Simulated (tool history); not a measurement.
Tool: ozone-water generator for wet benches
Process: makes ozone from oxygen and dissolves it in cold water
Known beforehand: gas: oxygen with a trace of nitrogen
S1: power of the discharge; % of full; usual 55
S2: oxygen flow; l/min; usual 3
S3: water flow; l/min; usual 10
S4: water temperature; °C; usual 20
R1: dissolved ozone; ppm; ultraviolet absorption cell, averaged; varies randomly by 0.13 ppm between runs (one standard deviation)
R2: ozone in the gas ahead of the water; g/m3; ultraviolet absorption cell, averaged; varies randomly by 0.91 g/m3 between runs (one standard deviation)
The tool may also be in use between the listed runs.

Run 1, hour 0.0: usual settings. Result: R1 12.7 ppm, R2 141.7 g/m3.
Run 2, hour 58.2: usual settings. Result: R1 12.6 ppm, R2 140.7 g/m3.
Run 3, hour 105.5: usual settings. Result: R1 12.4 ppm, R2 142.0 g/m3.
Run 4, hour 143.8: usual settings. Result: R1 12.5 ppm, R2 140.7 g/m3.
Run 5, hour 181.0: usual settings. Result: R1 12.5 ppm, R2 140.3 g/m3.
Run 6, hour 225.7: usual settings. Result: R1 12.5 ppm, R2 138.9 g/m3.
Run 7, hour 280.3: usual settings. Result: R1 12.4 ppm, R2 140.1 g/m3.
Run 8, hour 332.4: usual settings but S1 56 % of full. Result: R1 12.6 ppm, R2 141.9 g/m3.

What will run 9 give?
Run 9, hour 368.6: usual settings. Result: R1 ?, R2 ?.

R1: 12.6 ppm
R2: 139.7 g/m3
Were there no unlogged condition in the tool, this run, its random variation unchanged, would have produced R1 14.5 ppm, R2 152.8 g/m3.
